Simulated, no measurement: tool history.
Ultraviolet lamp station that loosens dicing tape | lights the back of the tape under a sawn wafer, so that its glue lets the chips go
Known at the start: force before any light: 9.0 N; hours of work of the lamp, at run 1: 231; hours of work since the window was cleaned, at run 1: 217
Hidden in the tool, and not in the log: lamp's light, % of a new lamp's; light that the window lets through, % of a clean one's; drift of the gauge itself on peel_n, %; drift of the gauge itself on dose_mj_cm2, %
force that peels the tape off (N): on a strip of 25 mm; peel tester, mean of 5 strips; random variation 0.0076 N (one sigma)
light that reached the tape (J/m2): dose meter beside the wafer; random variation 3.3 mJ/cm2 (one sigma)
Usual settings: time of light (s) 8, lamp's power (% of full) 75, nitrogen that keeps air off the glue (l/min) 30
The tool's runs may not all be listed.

run,hour,time of light (s),lamp's power (% of full),nitrogen that keeps air off the glue (l/min),hours of work of the lamp,hours of work since the window was cleaned,force that peels the tape off (N),light that reached the tape (J/m2)
1,0.0,8,75,30,231,217,0.355,4660
2,16.7,8,75,48,240,225,0.277,4610
3,36.0,8,75,48,250,236,0.280,4690
4,50.6,8,75,48,258,243,0.290,4600
5,71.3,13,75,30,269,254,0.180,7500
6,94.3,13,75,30,281,266,0.174,7490
7,111.7,13,75,30,290,275,0.175,7510
8,121.8,13,75,30,295,281,0.178,7430
9,137.0,8,65,30,303,289,0.517,3980
10,152.9,8,64,30,311,297,0.545,3910
11,171.6,8,75,30,321,307,0.382,4490
12,186.1,12,75,22,329,314,0.198,6820
13,202.7,12,75,22,337,323,0.219,6830
# hour 204.2: window cleaned of glue's vapour
14,225.0,8,65,11,349,11,1.148,3790
15,243.9,8,95,14,359,21,0.429,5570
# hour 246.7: window cleaned of glue's vapour, once more
16,260.2,13,80,32,367,7,0.168,7980
17,274.5,13,68,27,375,15,0.188,6810
18,297.8,13,84,27,387,27,0.172,8410
19,320.7,10,87,30,399,39,0.196,6650
20,335.9,10,75,30,407,47,0.249,5770
21,345.7,10,75,30,412,52,0.247,5720
22,366.3,10,75,51,423,63,0.191,5740

Forecast each of these 4 alternatives for the next run:
A,378.3,8,65,13,429,69,?,?
B,378.3,8,62,30,429,69,?,?
C,378.3,11,61,42,429,69,?,?
D,378.3,10,75,58,429,69,?,?

run,force that peels the tape off (N),light that reached the tape (J/m2)
A,0.949,3960
B,0.567,3730
C,0.251,5090
D,0.196,5690
Without the tool's hidden state the same runs would have given:
run,force that peels the tape off (N),light that reached the tape (J/m2)
A,0.720,4510
B,0.423,4250
C,0.205,5800
D,0.176,6500
